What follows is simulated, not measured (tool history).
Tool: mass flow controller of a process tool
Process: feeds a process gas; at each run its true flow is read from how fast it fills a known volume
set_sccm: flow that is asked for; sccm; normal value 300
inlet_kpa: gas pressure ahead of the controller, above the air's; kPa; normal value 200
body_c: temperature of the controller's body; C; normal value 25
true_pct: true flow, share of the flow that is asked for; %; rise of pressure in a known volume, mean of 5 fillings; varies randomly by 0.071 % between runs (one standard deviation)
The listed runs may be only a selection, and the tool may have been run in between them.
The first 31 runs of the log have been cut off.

run	day	set_sccm	inlet_kpa	body_c	true_pct
32	443.692	340	150	39	100.11
33	457.125	146	162	22	97.25
34	476.5	290	147	32	99.23
35	493.454	290	206	27	99.52
36	503.617	133	236	27	97.74
# day 511.421: controller's zero set anew, once more
37	514.108	133	236	27	100.42
38	531.104	133	236	27	100.26
39	549.546	373	200	34	101.28
40	562.75	223	257	33	101.21
41	574.483	109	144	25	99.14
42	582.746	221	243	25	100.43
43	598.829	300	279	25	100.98
44	614.329	446	227	25	101.06
45	624.438	115	227	25	99.5
46	640.908	100	267	32	100.16

4 options for the next run, each taken on its own from the tool as it stands now. Forecast them:
A	650.233	83	200	30	?
B	650.233	100	222	26	?
C	650.233	78	166	37	?
D	650.233	264	267	32	?

run	true_pct
A	99.26
B	99.32
C	99.56
D	101.18
Had the tool no hidden state, the same runs would have come out as:
run	true_pct
A	99.4
B	99.22
C	99.79
D	100.37

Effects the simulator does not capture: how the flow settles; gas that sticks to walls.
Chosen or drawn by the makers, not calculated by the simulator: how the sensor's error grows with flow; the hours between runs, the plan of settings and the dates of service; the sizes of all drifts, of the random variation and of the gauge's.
